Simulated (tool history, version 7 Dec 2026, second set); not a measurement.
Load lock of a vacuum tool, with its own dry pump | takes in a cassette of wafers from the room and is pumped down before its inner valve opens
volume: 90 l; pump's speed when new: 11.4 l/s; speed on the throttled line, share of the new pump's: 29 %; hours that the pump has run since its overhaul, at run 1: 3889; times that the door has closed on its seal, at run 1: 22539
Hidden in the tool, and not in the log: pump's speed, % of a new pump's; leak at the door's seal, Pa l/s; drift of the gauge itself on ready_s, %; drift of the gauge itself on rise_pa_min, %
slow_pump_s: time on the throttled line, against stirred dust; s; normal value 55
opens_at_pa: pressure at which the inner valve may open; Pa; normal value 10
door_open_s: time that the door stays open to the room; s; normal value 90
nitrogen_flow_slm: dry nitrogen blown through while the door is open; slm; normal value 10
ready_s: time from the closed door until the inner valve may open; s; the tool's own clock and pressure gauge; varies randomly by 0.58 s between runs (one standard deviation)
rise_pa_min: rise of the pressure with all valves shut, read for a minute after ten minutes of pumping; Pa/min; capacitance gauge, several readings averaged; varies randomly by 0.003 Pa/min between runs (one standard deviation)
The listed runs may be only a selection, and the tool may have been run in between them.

run,hour,slow_pump_s,opens_at_pa,door_open_s,nitrogen_flow_slm,hours that the pump has run since its overhaul,times that the door has closed on its seal,"incoming humidity of the room's air, %",ready_s,rise_pa_min
1,0.0,55,10,90,10,3889,22539,43.3,112.8,0.024
2,95.1,55,10,90,10,3984,22872,47.7,112.1,0.021
3,170.9,55,10,90,10,4060,23139,43.0,112.8,0.021
4,331.2,55,10,90,10,4220,23701,45.2,113.1,0.025
5,407.4,55,10,90,10,4296,23969,44.1,112.5,0.020
6,553.6,55,10,90,10,4443,24482,45.0,113.5,0.024
7,668.1,55,10,90,10,4557,24884,44.9,111.6,0.016
8,773.7,55,10,90,10,4663,25255,44.9,112.4,0.016
9,931.0,55,10,90,10,4820,25807,42.8,112.4,0.025
10,1028.7,55,10,90,10,4918,26150,46.5,112.3,0.021
11,1132.5,55,10,90,10,5022,26514,41.6,113.1,0.019
12,1213.6,55,10,90,10,5103,26799,43.3,114.3,0.018
13,1315.6,55,10,90,10,5205,27157,47.3,111.4,0.021
14,1469.5,55,10,90,6,5359,27697,44.0,110.7,0.027
15,1569.7,55,10,90,9,5459,28049,48.2,112.3,0.024
16,1657.7,55,10,90,10,5547,28358,42.9,112.2,0.022
17,1732.1,55,10,90,10,5621,28619,45.1,112.3,0.020
18,1883.2,55,10,90,10,5772,29149,43.5,112.3,0.022
19,2036.0,55,11,43,23,5925,29686,45.5,111.2,0.017
20,2123.9,55,11,43,23,6013,29994,47.3,112.5,0.009
21,2265.2,67,18,177,5,6154,30490,42.8,115.6,0.029
22,2397.9,55,11,25,34,6287,30956,44.3,111.7,0.006
23,2529.9,53,10,90,10,6419,31420,45.6,111.6,0.024
24,2613.6,55,10,53,10,6503,31713,43.7,112.5,0.020
25,2749.0,55,10,53,10,6638,32189,46.0,113.0,0.020
26,2831.1,99,10,90,16,6720,32477,47.1,144.7,0.017
27,2956.7,55,10,59,10,6846,32918,44.7,111.6,0.021
28,3026.8,55,14,59,10,6916,33164,44.7,110.0,0.022
29,3186.8,55,15,30,10,7076,33725,45.6,109.2,0.022
30,3302.1,55,15,30,10,7191,34130,44.5,108.6,0.019
31,3372.1,55,18,90,10,7261,34376,44.7,108.2,0.021
32,3506.0,55,18,90,10,7395,34846,45.1,108.0,0.023
33,3665.9,64,12,118,26,7555,35407,42.7,116.7,0.016
34,3769.0,51,16,67,12,7658,35769,43.8,106.3,0.022
35,3860.9,109,16,67,24,7750,36092,43.1,146.7,0.018

Below are 5 alternative next runs, each starting from the tool's condition after run 35. Predict each:
A,3945.0,34,9,67,20,7834,36387,43.1,?,?
B,3945.0,109,16,116,24,7834,36387,47.4,?,?
C,3945.0,109,12,29,23,7834,36387,46.2,?,?
D,3945.0,109,8,67,24,7834,36387,44.1,?,?
E,3945.0,34,18,90,23,7834,36387,47.3,?,?

run,ready_s,rise_pa_min
A,97.9,0.016
B,147.1,0.020
C,150.7,0.017
D,153.4,0.009
E,94.1,0.013
Take away the tool's hidden state, keep each run's random variation, and the runs would have read:
run,ready_s,rise_pa_min
A,97.8,0.014
B,147.0,0.017
C,150.7,0.015
D,153.4,0.007
E,94.1,0.011
